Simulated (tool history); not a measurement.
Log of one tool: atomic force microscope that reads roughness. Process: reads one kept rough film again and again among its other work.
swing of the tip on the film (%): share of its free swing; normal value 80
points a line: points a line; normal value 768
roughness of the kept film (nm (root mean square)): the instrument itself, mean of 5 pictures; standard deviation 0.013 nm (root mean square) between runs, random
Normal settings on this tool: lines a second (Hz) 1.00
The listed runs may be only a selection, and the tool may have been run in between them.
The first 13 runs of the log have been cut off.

run	hour	lines a second (Hz)	swing of the tip on the film (%)	points a line	roughness of the kept film (nm (root mean square))
14	236.4	1.00	80	768	3.167
15	249.3	2.47	80	768	2.783
16	270.3	2.47	80	768	2.782
17	292.1	2.47	80	768	2.775
18	305.6	2.47	80	768	2.770
19	318.1	2.47	80	768	2.763
# hour 323.4: new tip fitted
20	334.7	1.00	80	437	3.150
21	354.3	1.00	75	437	3.235
22	371.0	1.00	75	437	3.246
23	383.5	1.00	75	437	3.241
24	397.7	0.98	62	458	3.375
25	414.8	0.98	70	458	3.319
# hour 433.5: new tip fitted
26	436.1	1.00	66	851	3.379
27	447.4	3.75	86	851	2.257
28	462.7	3.75	86	851	2.282
29	483.8	1.00	58	909	3.424
30	500.0	1.00	58	556	3.417
31	509.3	3.33	63	768	3.083
32	529.7	3.33	63	768	3.097
33	539.4	2.11	80	376	2.853
# hour 544.4: new tip fitted
34	549.1	2.39	69	376	3.057
35	559.1	2.39	69	684	3.091
36	579.9	2.07	69	389	3.098
37	593.0	2.07	69	389	3.106

Run 38 is up next; what results do you expect?
38	605.7	1.00	79	273	?

{"run 38": {"roughness of the kept film (nm (root mean square))": 3.148}}
Without the tool's hidden state the same run would have given roughness of the kept film (nm (root mean square)) 3.151.

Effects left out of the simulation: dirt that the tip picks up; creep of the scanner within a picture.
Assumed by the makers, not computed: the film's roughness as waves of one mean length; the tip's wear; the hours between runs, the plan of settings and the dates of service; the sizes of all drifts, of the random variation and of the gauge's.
